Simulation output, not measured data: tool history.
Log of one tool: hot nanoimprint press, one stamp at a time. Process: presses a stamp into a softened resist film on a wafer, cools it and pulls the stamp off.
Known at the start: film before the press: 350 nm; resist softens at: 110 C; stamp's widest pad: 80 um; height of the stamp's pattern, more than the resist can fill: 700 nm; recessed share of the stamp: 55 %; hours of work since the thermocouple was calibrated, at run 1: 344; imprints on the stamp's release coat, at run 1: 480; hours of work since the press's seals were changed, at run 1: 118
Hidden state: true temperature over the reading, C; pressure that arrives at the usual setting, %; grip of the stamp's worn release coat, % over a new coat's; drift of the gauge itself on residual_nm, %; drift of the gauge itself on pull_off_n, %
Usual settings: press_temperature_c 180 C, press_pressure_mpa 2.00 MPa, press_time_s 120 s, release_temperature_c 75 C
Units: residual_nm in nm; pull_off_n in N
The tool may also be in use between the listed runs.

run,hour,press_temperature_c,press_pressure_mpa,press_time_s,release_temperature_c,hours of work since the thermocouple was calibrated,imprints on the stamp's release coat,hours of work since the press's seals were changed,residual_nm,pull_off_n
1,0.0,180,2.00,120,75,344,480,118,136.2,228
2,15.2,180,2.00,92,75,353,510,128,148.8,226
3,50.9,180,2.00,120,75,376,582,151,136.0,228
4,66.0,180,2.00,120,75,386,612,160,136.5,228
# hour 102.0: plate thermocouple calibrated
5,104.4,184,2.00,120,75,2,683,183,118.9,229
6,123.9,184,2.00,120,75,14,723,195,119.0,230
7,145.5,180,2.00,120,75,28,766,208,137.1,233
8,181.7,180,2.00,120,75,50,839,231,137.1,227
9,214.0,180,2.00,120,75,71,904,252,137.4,229
10,231.0,180,2.00,120,75,82,938,263,137.2,224
11,256.7,180,2.00,120,75,98,989,279,137.3,231
12,288.8,180,2.00,120,75,118,1054,299,137.5,232
13,319.7,180,2.00,149,75,138,1116,319,127.1,226
# hour 324.2: gauge calibrated
14,343.1,180,2.00,149,75,153,1163,334,126.1,227
15,374.4,180,2.00,149,75,172,1226,353,126.6,223
16,390.2,180,1.34,120,82,182,1258,363,169.6,198
17,412.1,180,1.34,120,82,196,1302,377,169.1,199
18,440.0,186,2.02,198,78,214,1358,395,91.4,211
19,461.8,180,1.37,73,66,228,1402,409,196.4,272
20,493.7,181,1.37,73,79,248,1466,429,190.7,207
21,519.4,180,1.40,235,83,264,1518,445,131.6,193
22,542.9,180,1.61,146,83,279,1565,460,144.3,194

Forecast run 23:
23,559.1,189,2.00,93,75,289,1597,470,?,?

residual_nm: 111.2 nm
pull_off_n: 233 N
Without the tool's hidden state the same run would have given residual_nm 110.2 nm, pull_off_n 232 N.
